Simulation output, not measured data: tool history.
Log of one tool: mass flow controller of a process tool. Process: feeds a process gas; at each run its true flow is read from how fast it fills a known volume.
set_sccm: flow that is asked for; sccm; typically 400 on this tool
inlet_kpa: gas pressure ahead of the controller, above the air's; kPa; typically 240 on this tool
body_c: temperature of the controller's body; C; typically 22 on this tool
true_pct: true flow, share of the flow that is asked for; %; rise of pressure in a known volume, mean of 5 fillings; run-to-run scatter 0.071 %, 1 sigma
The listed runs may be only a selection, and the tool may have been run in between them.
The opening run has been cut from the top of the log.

run,hour,set_sccm,inlet_kpa,body_c,true_pct
2,131.4,400,240,22,103.23
3,301.7,62,240,22,107.11
4,534.5,400,240,22,103.45
5,654.9,400,240,22,103.5
6,868.1,400,240,22,103.44
7,1144.5,266,240,22,103.56
8,1284.8,266,240,22,103.55
9,1503.5,266,240,22,103.73
10,1728.6,266,240,22,103.72
11,1949.9,160,240,22,104.43
12,2115.7,160,240,22,104.47
13,2272.1,67,240,22,108.43
14,2436.6,67,240,22,108.84
15,2725.2,67,240,22,108.97
16,2904.3,64,191,23,108.91
17,3145.1,64,191,31,108.47
18,3352.3,230,191,33,103.17
19,3471.2,400,279,22,104.95
20,3616,305,228,35,103.45
21,3783.2,114,162,22,106.31
22,3956.9,114,162,22,106.34
23,4237.4,114,165,23,106.35
24,4444.1,141,145,23,105.46
25,4621,75,240,30,109.05
26,4896.7,75,240,30,109.46

Run 27 comes next. What will it give?
27,5031.3,94,167,27,?

{"run 27": {"true_pct": 107.57}}
The same run, on a tool lacking any hidden state, would have yielded true_pct 97.24 %.
